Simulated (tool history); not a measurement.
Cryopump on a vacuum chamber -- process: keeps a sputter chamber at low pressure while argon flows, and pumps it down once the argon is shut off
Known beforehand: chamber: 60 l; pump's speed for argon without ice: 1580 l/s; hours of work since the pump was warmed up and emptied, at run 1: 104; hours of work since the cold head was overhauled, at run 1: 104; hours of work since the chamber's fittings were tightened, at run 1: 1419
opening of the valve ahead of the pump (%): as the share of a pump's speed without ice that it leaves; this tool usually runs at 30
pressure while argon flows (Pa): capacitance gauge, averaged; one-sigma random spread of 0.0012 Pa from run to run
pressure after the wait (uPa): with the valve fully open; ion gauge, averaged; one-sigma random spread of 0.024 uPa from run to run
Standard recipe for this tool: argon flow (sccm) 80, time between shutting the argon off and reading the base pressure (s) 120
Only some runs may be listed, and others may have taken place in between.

| run | hour | argon flow (sccm) | time between shutting the argon off and reading the base pressure (s) | opening of the valve ahead of the pump (%) | hours of work since the pump was warmed up and emptied | hours of work since the cold head was overhauled | hours of work since the chamber's fittings were tightened | pressure while argon flows (Pa) | pressure after the wait (uPa) |
|---|---|---|---|---|---|---|---|---|---|
| 1 | 0.0 | 80 | 120 | 30 | 104 | 104 | 1419 | 0.2862 | 1.74 |
| 2 | 66.4 | 80 | 120 | 30 | 136 | 136 | 1452 | 0.2907 | 1.71 |
| 3 | 130.2 | 148 | 120 | 30 | 168 | 168 | 1484 | 0.5325 | 1.70 |
| 4 | 169.8 | 80 | 120 | 17 | 188 | 188 | 1503 | 0.5036 | 1.83 |
| 5 | 244.6 | 80 | 120 | 17 | 225 | 225 | 1540 | 0.5077 | 1.75 |
| 6 | 299.6 | 80 | 120 | 30 | 252 | 252 | 1567 | 0.2884 | 1.75 |
| 7 | 359.7 | 80 | 120 | 30 | 282 | 282 | 1597 | 0.2920 | 1.89 |
| 8 | 414.0 | 80 | 120 | 30 | 308 | 308 | 1624 | 0.2910 | 1.87 |
| 9 | 471.5 | 80 | 120 | 30 | 337 | 337 | 1652 | 0.2936 | 1.83 |
| 10 | 547.0 | 80 | 120 | 30 | 374 | 374 | 1690 | 0.2940 | 1.91 |
| 11 | 615.1 | 80 | 120 | 30 | 408 | 408 | 1724 | 0.2952 | 1.96 |
| 12 | 664.5 | 100 | 132 | 32 | 432 | 432 | 1748 | 0.3462 | 1.79 |
| 13 | 722.4 | 65 | 47 | 18 | 461 | 461 | 1777 | 0.3953 | 3.11 |
| 14 | 766.2 | 116 | 120 | 38 | 483 | 483 | 1798 | 0.3413 | 2.06 |
| 15 | 823.1 | 36 | 38 | 20 | 511 | 511 | 1827 | 0.1973 | 3.60 |
| 16 | 860.5 | 41 | 201 | 36 | 529 | 529 | 1845 | 0.1282 | 1.69 |
| 17 | 926.2 | 53 | 209 | 43 | 562 | 562 | 1878 | 0.1409 | 1.79 |

Selected run-to-run steps in pressure while argon flows (Pa), each split into two signed amounts: the part the tool would show with no hidden state at all (from settings, incoming material and random variation), and the remainder, which goes to the hidden state together with any gauge scatter not common to the measured and the hidden-state-free results:
Hidden state at play: pump's speed, % of a pump's without ice; cold plate's temperature, K; leak into the chamber, uPa l/s; drift of the gauge itself on working_pa, %; drift of the gauge itself on base_upa, %.
Run 2 -> 3: argon flow (sccm) 80 -> 148. pressure while argon flows (Pa) +0.2418: hidden state +0.0036, all else +0.2382.
Run 14 -> 15: argon flow (sccm) 116 -> 36, time between shutting the argon off and reading the base pressure (s) 120 -> 38, opening of the valve ahead of the pump (%) 38 -> 20. pressure while argon flows (Pa) -0.1440: hidden state -0.0100, all else -0.1340.
